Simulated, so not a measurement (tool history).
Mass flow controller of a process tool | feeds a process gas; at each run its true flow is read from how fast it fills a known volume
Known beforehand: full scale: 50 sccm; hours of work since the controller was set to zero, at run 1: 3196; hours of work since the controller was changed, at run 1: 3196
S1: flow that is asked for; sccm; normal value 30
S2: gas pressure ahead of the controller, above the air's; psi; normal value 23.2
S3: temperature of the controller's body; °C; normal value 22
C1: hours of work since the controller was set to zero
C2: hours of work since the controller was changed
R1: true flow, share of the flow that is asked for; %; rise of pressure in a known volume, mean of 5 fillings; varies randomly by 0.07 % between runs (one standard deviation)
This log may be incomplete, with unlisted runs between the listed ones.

run	hour	S1	S2	S3	C1	C2	R1
1	0	30	23.2	22	3196	3196	99.42
2	161.7	30	23.2	22	3278	3278	99.58
3	257.2	30	23.2	22	3327	3327	99.47
4	361.8	30	23.2	22	3380	3380	99.5
5	580.4	30	23.2	22	3492	3492	99.52
6	714.7	30	23.2	22	3560	3560	99.43
7	867.4	30	23.2	22	3638	3638	99.59
8	970.6	7	23.2	22	3691	3691	102.23
9	1191.7	7	23.2	22	3804	3804	102.31
10	1317	7	23.2	22	3867	3867	102.38
11	1489	7	23.2	22	3955	3955	102.43
# hour 1507.4: controller's zero set anew
12	1592.2	7	23.2	22	43	4008	104.64
13	1724.4	7	23.2	22	111	4075	104.72
14	1930.5	7	23.2	22	216	4180	104.82
15	2022.8	7	23.2	22	263	4227	104.75
16	2216.3	25	23.2	25	362	4326	100.02
17	2408.3	12	23.2	33	460	4424	101.53
18	2538.3	11	35.2	31	526	4490	101.82
19	2661	11	35.2	31	588	4553	101.79
# hour 2754.6: controller's zero set anew, once more
20	2794	30	23.2	39	20	4620	97.4

Run 21 is up next; what results do you expect?
21	2893.4	30	23.2	39	71	4671	?

R1: 97.4 %
With no hidden state in the tool, this same run would have given R1 98.42 %.

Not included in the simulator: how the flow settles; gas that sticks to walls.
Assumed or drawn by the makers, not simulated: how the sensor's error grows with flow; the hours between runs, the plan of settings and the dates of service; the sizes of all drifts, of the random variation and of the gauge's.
